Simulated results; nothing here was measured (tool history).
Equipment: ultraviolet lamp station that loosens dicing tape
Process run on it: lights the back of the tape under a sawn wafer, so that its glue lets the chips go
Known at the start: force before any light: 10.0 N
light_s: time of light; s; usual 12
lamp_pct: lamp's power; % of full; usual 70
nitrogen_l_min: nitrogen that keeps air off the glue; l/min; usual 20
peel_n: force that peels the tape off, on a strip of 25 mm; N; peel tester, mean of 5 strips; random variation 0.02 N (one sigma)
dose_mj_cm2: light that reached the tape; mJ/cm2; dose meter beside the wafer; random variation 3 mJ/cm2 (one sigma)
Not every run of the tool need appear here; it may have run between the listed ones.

Run 1, hour 0.0: usual settings. Result: peel_n 1.502 N, dose_mj_cm2 357 mJ/cm2.
Run 2, hour 17.0: usual settings but light_s 18 s. Result: peel_n 0.603 N, dose_mj_cm2 537 mJ/cm2.
Run 3, hour 37.8: usual settings but light_s 18 s. Result: peel_n 0.641 N, dose_mj_cm2 529 mJ/cm2.
Run 4, hour 61.3: usual settings. Result: peel_n 1.548 N, dose_mj_cm2 350 mJ/cm2.
Run 5, hour 78.2: usual settings but lamp_pct 65 % of full. Result: peel_n 1.842 N, dose_mj_cm2 318 mJ/cm2.
Run 6, hour 89.6: usual settings but lamp_pct 65 % of full. Result: peel_n 1.744 N, dose_mj_cm2 321 mJ/cm2.

What does the tool deliver on the next run?
Run 7, hour 109.1: usual settings but lamp_pct 65 % of full. Result: peel_n ?, dose_mj_cm2 ?.

For run 7 the tool returned peel_n 1.878 N, dose_mj_cm2 320 mJ/cm2.
Minus the tool's unlogged condition, the same run would have read peel_n 1.147 N, dose_mj_cm2 417 mJ/cm2.

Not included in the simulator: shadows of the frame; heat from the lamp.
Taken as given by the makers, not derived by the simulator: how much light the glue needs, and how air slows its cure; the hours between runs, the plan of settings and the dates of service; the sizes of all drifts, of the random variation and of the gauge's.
